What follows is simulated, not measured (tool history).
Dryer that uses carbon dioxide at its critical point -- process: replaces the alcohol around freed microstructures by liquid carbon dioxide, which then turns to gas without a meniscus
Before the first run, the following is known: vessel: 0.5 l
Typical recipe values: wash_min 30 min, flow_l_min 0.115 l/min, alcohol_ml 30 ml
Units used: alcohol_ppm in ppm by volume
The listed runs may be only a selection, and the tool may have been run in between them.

| run | hour | wash_min | flow_l_min | alcohol_ml | alcohol_ppm |
|---|---|---|---|---|---|
| 1 | 0 | 30 | 0.115 | 30 | 371 |
| 2 | 16.1 | 30 | 0.115 | 30 | 401 |
| 3 | 39.1 | 30 | 0.115 | 30 | 413 |
| 4 | 57 | 30 | 0.115 | 30 | 425 |
| 5 | 71.8 | 30 | 0.115 | 30 | 428 |
| 6 | 90.5 | 27 | 0.115 | 30 | 711 |
|  | 104.7 | inlet filter changed |
| 7 | 106 | 42 | 0.115 | 30 | 72 |
| 8 | 127.9 | 30 | 0.115 | 30 | 246 |
| 9 | 144 | 39 | 0.115 | 30 | 76 |
| 10 | 163.1 | 30 | 0.115 | 30 | 247 |
| 11 | 182.6 | 30 | 0.115 | 30 | 268 |
| 12 | 209.3 | 30 | 0.115 | 30 | 280 |
| 13 | 226.4 | 30 | 0.115 | 30 | 287 |
| 14 | 252.4 | 30 | 0.115 | 30 | 294 |
| 15 | 277.9 | 20 | 0.191 | 55 | 295 |
| 16 | 295.9 | 20 | 0.089 | 55 | 7014 |
| 17 | 325.6 | 18 | 0.182 | 20 | 290 |
| 18 | 342.7 | 18 | 0.182 | 20 | 293 |
| 19 | 369 | 23 | 0.11 | 114 | 4856 |
| 20 | 399 | 23 | 0.11 | 114 | 5033 |
| 21 | 420.7 | 20 | 0.096 | 25 | 2918 |
| 22 | 447 | 30 | 0.123 | 23 | 249 |
| 23 | 464.5 | 21 | 0.192 | 87 | 470 |
| 24 | 481 | 21 | 0.192 | 87 | 485 |
| 25 | 506 | 34 | 0.086 | 82 | 2502 |
| 26 | 529.2 | 33 | 0.109 | 21 | 302 |
|  | 552.4 | inlet filter changed |
| 27 | 552.4 | 33 | 0.109 | 21 | 184 |

Below are 3 alternative next runs, each starting from the tool's condition after run 27. Predict each:
| A | 574.9 | 30 | 0.108 | 54 | ? |
| B | 574.9 | 30 | 0.126 | 32 | ? |
| C | 574.9 | 30 | 0.194 | 30 | ? |

| run | alcohol_ppm |
|---|---|
| A | 584 |
| B | 190 |
| C | 70 |
Stripped of hidden state, with their random variation kept, the same runs would have yielded:
| run | alcohol_ppm |
|---|---|
| A | 487 |
| B | 118 |
| C | 7 |

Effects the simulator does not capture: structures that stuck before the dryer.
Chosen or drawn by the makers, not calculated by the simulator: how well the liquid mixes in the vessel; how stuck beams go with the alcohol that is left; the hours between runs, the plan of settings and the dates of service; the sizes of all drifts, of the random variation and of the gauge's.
